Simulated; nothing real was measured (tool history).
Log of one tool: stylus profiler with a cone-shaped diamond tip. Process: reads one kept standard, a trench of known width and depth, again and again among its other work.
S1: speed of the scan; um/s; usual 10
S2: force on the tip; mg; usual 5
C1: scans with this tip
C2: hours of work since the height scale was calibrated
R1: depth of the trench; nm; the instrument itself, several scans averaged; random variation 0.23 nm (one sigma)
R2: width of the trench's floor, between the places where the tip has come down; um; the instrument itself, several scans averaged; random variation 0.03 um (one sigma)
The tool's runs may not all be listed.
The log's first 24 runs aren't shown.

| run | hour | S1 | S2 | C1 | C2 | R1 | R2 |
|---|---|---|---|---|---|---|---|
| 25 | 1326.1 | 21 | 14.4 | 17174 | 1503 | 1042.7 | 23.94 |
| 26 | 1402.2 | 13 | 13.48 | 17839 | 1561 | 1040.76 | 23.97 |
| 27 | 1452.5 | 13 | 13.48 | 18279 | 1600 | 1040.41 | 23.93 |
| 28 | 1498.7 | 13 | 13.48 | 18683 | 1635 | 1041.1 | 23.97 |
| 29 | 1553.9 | 13 | 13.48 | 19165 | 1677 | 1040.89 | 23.99 |
| 30 | 1601.9 | 2 | 2.73 | 19585 | 1714 | 1013.88 | 23.96 |
| 31 | 1673.6 | 10 | 5.85 | 20211 | 1769 | 1023.08 | 23.92 |
| 32 | 1721.8 | 25 | 3.64 | 20633 | 1806 | 1016.86 | 23.89 |
| 33 | 1777.6 | 25 | 3.64 | 21121 | 1849 | 1016.83 | 23.88 |
| 34 | 1853.6 | 25 | 3.64 | 21786 | 1907 | 1016.96 | 23.88 |
| 35 | 1928 | 19 | 3.4 | 22436 | 1964 | 1016.55 | 23.91 |
| 36 | 1968.8 | 6 | 4.36 | 22792 | 1995 | 1019.2 | 23.99 |
| 37 | 2024 | 3 | 7.17 | 23275 | 2037 | 1026.46 | 23.9 |
| 38 | 2056.4 | 3 | 7.17 | 23558 | 2062 | 1026.89 | 23.96 |
| 39 | 2093.3 | 3 | 7.17 | 23881 | 2090 | 1026.37 | 23.92 |
| 40 | 2165.4 | 2 | 2.16 | 24511 | 2145 | 1011.85 | 23.93 |
|  | 2181.5 | new tip fitted, height scale calibrated |
| 41 | 2204.1 | 10 | 2.75 | 197 | 17 | 1014.16 | 23.96 |
| 42 | 2255.3 | 10 | 2.75 | 645 | 56 | 1013.78 | 23.96 |
| 43 | 2332.6 | 10 | 2.75 | 1320 | 116 | 1013.67 | 23.99 |
| 44 | 2396 | 4 | 3.63 | 1875 | 164 | 1016.89 | 24.01 |
| 45 | 2428.4 | 23 | 4.72 | 2158 | 189 | 1019.58 | 23.95 |

Run 46 comes next. What will it give?
| 46 | 2494 | 3 | 4.7 | 2732 | 239 | ? | ? |

R1: 1020.16 nm
R2: 24 um
Without the tool's hidden state the same run would have given R1 1020.16 nm, R2 24 um.
